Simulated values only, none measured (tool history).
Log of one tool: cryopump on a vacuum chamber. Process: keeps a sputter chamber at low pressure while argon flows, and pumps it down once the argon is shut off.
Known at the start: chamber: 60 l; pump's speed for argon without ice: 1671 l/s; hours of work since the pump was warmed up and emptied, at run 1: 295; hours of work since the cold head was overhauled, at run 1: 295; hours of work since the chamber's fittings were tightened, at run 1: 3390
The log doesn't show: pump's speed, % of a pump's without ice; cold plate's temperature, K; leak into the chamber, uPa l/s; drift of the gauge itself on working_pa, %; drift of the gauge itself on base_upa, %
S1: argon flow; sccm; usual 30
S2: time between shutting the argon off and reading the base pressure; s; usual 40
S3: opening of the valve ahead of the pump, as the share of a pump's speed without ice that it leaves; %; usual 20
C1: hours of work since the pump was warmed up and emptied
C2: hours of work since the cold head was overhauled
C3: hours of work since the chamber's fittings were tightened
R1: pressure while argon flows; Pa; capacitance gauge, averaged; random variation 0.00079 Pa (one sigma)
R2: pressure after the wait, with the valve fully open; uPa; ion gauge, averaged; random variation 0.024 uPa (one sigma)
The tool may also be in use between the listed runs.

{"run": 1, "hour": 0.0, "S1": 30, "S2": 40, "S3": 20, "C1": 295, "C2": 295, "C3": 3390, "R1": 0.1562, "R2": 1.81}
{"run": 2, "hour": 78.1, "S1": 30, "S2": 40, "S3": 42, "C1": 342, "C2": 342, "C3": 3437, "R1": 0.0777, "R2": 1.93}
{"run": 3, "hour": 166.4, "S1": 30, "S2": 40, "S3": 42, "C1": 395, "C2": 395, "C3": 3490, "R1": 0.079, "R2": 2.05}
{"run": 4, "hour": 220.1, "S1": 30, "S2": 40, "S3": 20, "C1": 428, "C2": 428, "C3": 3523, "R1": 0.159, "R2": 2.05}
{"run": 5, "hour": 283.6, "S1": 30, "S2": 40, "S3": 20, "C1": 466, "C2": 466, "C3": 3561, "R1": 0.1596, "R2": 2.14}
{"run": 6, "hour": 335.3, "S1": 30, "S2": 40, "S3": 28, "C1": 497, "C2": 497, "C3": 3592, "R1": 0.1165, "R2": 2.08}
{"run": 7, "hour": 399.0, "S1": 30, "S2": 68, "S3": 28, "C1": 535, "C2": 535, "C3": 3630, "R1": 0.1172, "R2": 1.85}
{"run": 8, "hour": 458.5, "S1": 30, "S2": 40, "S3": 20, "C1": 571, "C2": 571, "C3": 3666, "R1": 0.1601, "R2": 2.12}
{"run": 9, "hour": 553.2, "S1": 30, "S2": 172, "S3": 20, "C1": 628, "C2": 628, "C3": 3723, "R1": 0.1629, "R2": 1.79}
{"run": 10, "hour": 603.8, "S1": 30, "S2": 40, "S3": 20, "C1": 659, "C2": 659, "C3": 3753, "R1": 0.1647, "R2": 2.25}
{"run": 11, "hour": 648.3, "S1": 30, "S2": 40, "S3": 20, "C1": 685, "C2": 685, "C3": 3780, "R1": 0.1642, "R2": 2.3}
{"run": 12, "hour": 691.3, "S1": 30, "S2": 40, "S3": 20, "C1": 711, "C2": 711, "C3": 3806, "R1": 0.1646, "R2": 2.38}
{"hour": 740.4, "done": "pump warmed up, emptied and cooled again"}
{"run": 13, "hour": 763.3, "S1": 30, "S2": 40, "S3": 20, "C1": 14, "C2": 752, "C3": 3846, "R1": 0.1516, "R2": 1.91}
{"run": 14, "hour": 831.2, "S1": 30, "S2": 40, "S3": 20, "C1": 55, "C2": 792, "C3": 3887, "R1": 0.1537, "R2": 1.89}
{"hour": 906.3, "done": "leaking fittings of the chamber tightened, without venting"}
{"run": 15, "hour": 919.8, "S1": 27, "S2": 40, "S3": 20, "C1": 107, "C2": 845, "C3": 8, "R1": 0.1382, "R2": 0.91}
{"run": 16, "hour": 981.8, "S1": 30, "S2": 40, "S3": 20, "C1": 144, "C2": 882, "C3": 45, "R1": 0.1552, "R2": 0.92}
{"run": 17, "hour": 1039.3, "S1": 30, "S2": 40, "S3": 20, "C1": 179, "C2": 917, "C3": 80, "R1": 0.1539, "R2": 0.94}
{"run": 18, "hour": 1104.7, "S1": 30, "S2": 40, "S3": 20, "C1": 218, "C2": 956, "C3": 119, "R1": 0.1549, "R2": 0.9}
{"run": 19, "hour": 1157.0, "S1": 47, "S2": 33, "S3": 21, "C1": 250, "C2": 987, "C3": 151, "R1": 0.2334, "R2": 1.05}
{"run": 20, "hour": 1247.1, "S1": 41, "S2": 28, "S3": 38, "C1": 304, "C2": 1042, "C3": 205, "R1": 0.1158, "R2": 1.29}
{"run": 21, "hour": 1320.2, "S1": 16, "S2": 214, "S3": 24, "C1": 348, "C2": 1086, "C3": 249, "R1": 0.0697, "R2": 0.43}
{"run": 22, "hour": 1371.8, "S1": 16, "S2": 214, "S3": 24, "C1": 379, "C2": 1117, "C3": 280, "R1": 0.0694, "R2": 0.45}
{"run": 23, "hour": 1415.5, "S1": 16, "S2": 214, "S3": 24, "C1": 405, "C2": 1143, "C3": 307, "R1": 0.0708, "R2": 0.48}
{"run": 24, "hour": 1464.7, "S1": 33, "S2": 40, "S3": 21, "C1": 435, "C2": 1173, "C3": 336, "R1": 0.1669, "R2": 1.04}
{"run": 25, "hour": 1535.0, "S1": 17, "S2": 26, "S3": 22, "C1": 477, "C2": 1215, "C3": 378, "R1": 0.0817, "R2": 1.4}
{"run": 26, "hour": 1597.7, "S1": 14, "S2": 164, "S3": 18, "C1": 515, "C2": 1253, "C3": 416, "R1": 0.0828, "R2": 0.57}
{"run": 27, "hour": 1658.2, "S1": 32, "S2": 164, "S3": 16, "C1": 551, "C2": 1289, "C3": 453, "R1": 0.2101, "R2": 0.56}

The next listed run, before its measurement:
{"run": 28, "hour": 1743.9, "S1": 32, "S2": 44, "S3": 16, "C1": 603, "C2": 1341, "C3": 504, "R1": "?", "R2": "?"}

Run 28 gave R1 0.2149 Pa, R2 1.00 uPa.
Without the tool's hidden state the same run would have given R1 0.2035 Pa, R2 0.72 uPa.
